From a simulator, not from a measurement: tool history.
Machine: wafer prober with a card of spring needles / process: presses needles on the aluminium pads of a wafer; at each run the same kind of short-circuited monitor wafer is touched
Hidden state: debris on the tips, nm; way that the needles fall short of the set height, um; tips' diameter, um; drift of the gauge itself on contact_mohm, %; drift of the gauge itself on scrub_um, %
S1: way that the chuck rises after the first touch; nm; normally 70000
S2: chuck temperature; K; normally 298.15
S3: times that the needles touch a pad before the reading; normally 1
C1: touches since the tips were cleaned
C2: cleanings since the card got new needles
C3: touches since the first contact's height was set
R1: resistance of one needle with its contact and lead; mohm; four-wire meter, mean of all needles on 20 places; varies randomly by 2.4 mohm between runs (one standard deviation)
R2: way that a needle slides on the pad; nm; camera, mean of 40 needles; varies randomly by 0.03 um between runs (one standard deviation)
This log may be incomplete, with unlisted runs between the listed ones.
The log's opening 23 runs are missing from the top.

run	hour	S1	S2	S3	C1	C2	C3	R1	R2
# hour 378.5: tips cleaned on abrasive film
24	381.8	80000	362.15	3	1867	81	166677	315	13410
# hour 391.1: tips cleaned on abrasive film
# hour 403.0: tips cleaned on abrasive film
25	403.7	51000	357.15	1	449	83	179193	388	8460
# hour 414.8: tips cleaned on abrasive film
26	414.8	51000	357.15	1	0	84	185476	311	8420
# hour 423.3: height of the first contact set anew
# hour 427.7: tips cleaned on abrasive film
27	434.3	70000	298.15	3	3837	85	6263	336	11990
# hour 439.6: tips cleaned on abrasive film
28	447.2	70000	298.15	2	4342	86	13595	369	11970
# hour 452.4: tips cleaned on abrasive film
29	457.9	70000	397.15	3	3195	87	19698	349	11920
# hour 463.9: tips cleaned on abrasive film
30	470.7	70000	306.15	3	3876	88	26978	330	11980
# hour 476.0: tips cleaned on abrasive film
31	485.7	70000	306.15	3	5598	89	35544	342	11960
# hour 487.8: tips cleaned on abrasive film
# hour 500.3: tips cleaned on abrasive film
32	506.8	70000	339.15	2	3706	91	47516	380	11910

What if the next run were any one of these 3? Each begins from the tool's condition after run 32:
# hour 512.6: tips cleaned on abrasive film
A	521.0	70000	339.15	2	4794	92	55619	?	?
# hour 512.6: tips cleaned on abrasive film
B	521.0	70000	316.15	1	4794	92	55619	?	?
# hour 512.6: tips cleaned on abrasive film
C	521.0	70000	369.15	1	4794	92	55619	?	?

run	R1	R2
A	396	11950
B	454	11920
C	459	11880
Without the tool's hidden state the same runs would have given:
run	R1	R2
A	291	12050
B	277	12030
C	295	11980

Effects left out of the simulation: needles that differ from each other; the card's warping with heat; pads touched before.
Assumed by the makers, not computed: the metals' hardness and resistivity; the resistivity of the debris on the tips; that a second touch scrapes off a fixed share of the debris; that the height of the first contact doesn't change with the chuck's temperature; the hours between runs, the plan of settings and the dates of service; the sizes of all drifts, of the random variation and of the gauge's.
